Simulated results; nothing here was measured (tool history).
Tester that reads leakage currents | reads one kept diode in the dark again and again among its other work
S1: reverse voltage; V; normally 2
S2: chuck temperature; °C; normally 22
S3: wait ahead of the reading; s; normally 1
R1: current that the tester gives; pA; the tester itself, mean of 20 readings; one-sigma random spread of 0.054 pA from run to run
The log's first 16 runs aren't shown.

run     day     S1  S2    S3      R1
 17  17.096   2.55  30  0.84    16.2
 18  18.329   2.94  26  6.21   12.18
 19    19.4    1.1  23  0.88    6.36
 20   20.15    1.1  49  3.24   47.77
 21  21.475  11.86  43  1.32   88.03
 22  22.771      2  23     1    8.54
 23  23.908  14.83  33  6.14   46.38
 24  25.375      2  50  5.14   67.08
 25  26.529   6.86  51  0.78  124.86
 26  27.862  12.37  34  2.84   46.93
 27  28.733  12.37  34  2.84   47.19
 28  29.683   6.51  31  0.38   30.73
 29  30.696  15.28  44  0.31  116.48
 30  32.492  16.64  20  2.94   21.92

What if the next run were any one of these 5? Each begins from the tool's condition after run 30:
  A  34.062    1.3  30     1   ?
  B  34.062   6.89  23  0.67   ?
  C  34.062   2.28  40     1   ?
  D  34.062  10.49  22  2.94   ?
  E  34.062      8  20  7.51   ?

run     R1
  A  12.46
  B  17.64
  C  34.72
  D  19.02
  E  13.93
The same runs, with their run-to-run variation unchanged, on a tool lacking any hidden condition would have given:
run     R1
  A  10.85
  B  13.84
  C  30.82
  D  13.75
  E   9.92

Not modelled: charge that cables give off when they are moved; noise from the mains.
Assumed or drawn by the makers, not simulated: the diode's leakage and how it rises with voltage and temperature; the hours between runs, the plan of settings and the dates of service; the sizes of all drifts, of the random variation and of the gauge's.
